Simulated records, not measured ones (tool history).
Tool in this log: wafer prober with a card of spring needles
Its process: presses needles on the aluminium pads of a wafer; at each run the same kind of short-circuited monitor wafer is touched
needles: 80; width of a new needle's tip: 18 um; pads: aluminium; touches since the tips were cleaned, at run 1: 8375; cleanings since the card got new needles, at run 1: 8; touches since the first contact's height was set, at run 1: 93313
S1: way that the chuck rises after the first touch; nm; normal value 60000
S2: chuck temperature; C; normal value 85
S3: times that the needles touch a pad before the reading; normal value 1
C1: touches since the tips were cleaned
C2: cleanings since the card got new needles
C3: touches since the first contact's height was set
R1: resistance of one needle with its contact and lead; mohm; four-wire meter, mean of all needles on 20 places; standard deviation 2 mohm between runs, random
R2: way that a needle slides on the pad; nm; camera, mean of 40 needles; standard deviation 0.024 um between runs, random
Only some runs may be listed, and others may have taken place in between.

run    hour     S1   S2  S3    C1  C2      C3   R1     R2
  1     0.0  60000   85   1  8375   8   93313  280  13650
        3.9  -- tips cleaned on abrasive film
       35.1  -- tips cleaned on abrasive film
  2    35.1  60000   85   1     0  10  104240  218  13580
  3    57.5  60000   85   2  7031  10  111271  249  13580
       65.9  -- tips cleaned on abrasive film
  4    81.2  60000   85   1  4806  11  118664  264  13540
       96.2  -- tips cleaned on abrasive film
  5   115.2  66000   85   1  5932  12  129255  257  14930
      126.7  -- tips cleaned on abrasive film
  6   140.2  66000   85   1  4223  13  137053  251  14920
      155.7  -- tips cleaned on abrasive film
  7   164.3  60000   85   1  2695  14  144596  250  13470
      185.7  -- tips cleaned on abrasive film
  8   196.6  56000   85   1  3423  15  154666  264  12530
      217.3  -- tips cleaned on abrasive film
  9   238.8  56000   85   1  6762  16  167865  279  12500
      248.5  -- tips cleaned on abrasive film
      278.4  -- tips cleaned on abrasive film
 10   282.7  56000   85   1  1358  18  181541  238  12470
      308.8  -- tips cleaned on abrasive film
 11   325.3  60000   85   1  5171  19  194861  265  13430
      336.0  -- height of the first contact set anew
      339.2  -- tips cleaned on abrasive film
 12   351.4  60000   85   1  3824  20    4781  256  13800
      370.0  -- tips cleaned on abrasive film
 13   372.5  60000   85   1   769  21   11354  230  13770
      401.1  -- tips cleaned on abrasive film
 14   408.5  60000   85   1  2324  22   22600  239  13730
      430.0  -- tips cleaned on abrasive film
 15   436.1  60000   85   1  1884  23   31200  244  13700
      460.4  -- tips cleaned on abrasive film
 16   463.1  60000   85   1   845  24   39642  233  13690
      490.9  -- tips cleaned on abrasive film
 17   500.7  44000   85   1  3063  25   51386  298   9970
      521.3  -- tips cleaned on abrasive film
 18   530.3  44000   85   1  2814  26   60615  280   9980
      551.5  -- tips cleaned on abrasive film
 19   560.7  44000   85   1  2870  27   70103  288   9900
      583.2  -- tips cleaned on abrasive film
 20   590.8  41000   85   2  2386  28   79522  262   9210
      614.8  -- tips cleaned on abrasive film
 21   617.1  41000   33   1   729  29   87725  243   9210
      645.5  -- tips cleaned on abrasive film
 22   660.3  55000   33   3  4639  30  101213  225  12370
      675.9  -- tips cleaned on abrasive film
      707.3  -- tips cleaned on abrasive film
 23   707.3  77000   40   3     0  32  115857  203  17420
      740.1  -- tips cleaned on abrasive film
 24   742.1  77000   40   2   648  33  126746  209  17380
      769.0  -- tips cleaned on abrasive film
 25   772.1  77000   40   2   972  34  136089  211  17420
      799.7  -- tips cleaned on abrasive film
 26   817.8  77000  111   2  5681  35  150388  239  17330
      830.0  -- tips cleaned on abrasive film
      859.8  -- tips cleaned on abrasive film
 27   859.8  46000   35   2     0  37  163461  214  10150
      890.9  -- tips cleaned on abrasive film
 28   901.3  68000   37   1  3263  38  176437  237  15180
      922.3  -- tips cleaned on abrasive film
 29   933.7  44000   37   1  3573  39  186564  298   9620
      954.1  -- tips cleaned on abrasive film
 30   962.9  67000   91   1  2729  40  195654  245  14930
      971.3  -- height of the first contact set anew
      983.4  -- tips cleaned on abrasive film
 31   990.4  42000   83   2  2187  41    5939  262   9670
     1012.5  -- tips cleaned on abrasive film
 32  1020.3  78000   85   2  2469  42   15299  223  17910

4 ways to go on from here, each from the tool as it stands after run 32. What would each give?
     1041.7  -- tips cleaned on abrasive film
  A  1062.5  76000  85   2  6494  43  28459   ?   ?
     1041.7  -- tips cleaned on abrasive film
  B  1062.5  60000  27   1  6494  43  28459   ?   ?
     1041.7  -- tips cleaned on abrasive film
  C  1062.5  49000  59   2  6494  43  28459   ?   ?
     1041.7  -- tips cleaned on abrasive film
  D  1062.5  60000  85   2  6494  43  28459   ?   ?

run   R1     R2
  A  237  17410
  B  268  13790
  C  267  11200
  D  249  13720
With the hidden condition removed and each run's random variation left untouched, the same runs would have given:
run   R1     R2
  A  212  17480
  B  202  13860
  C  212  11280
  D  212  13790
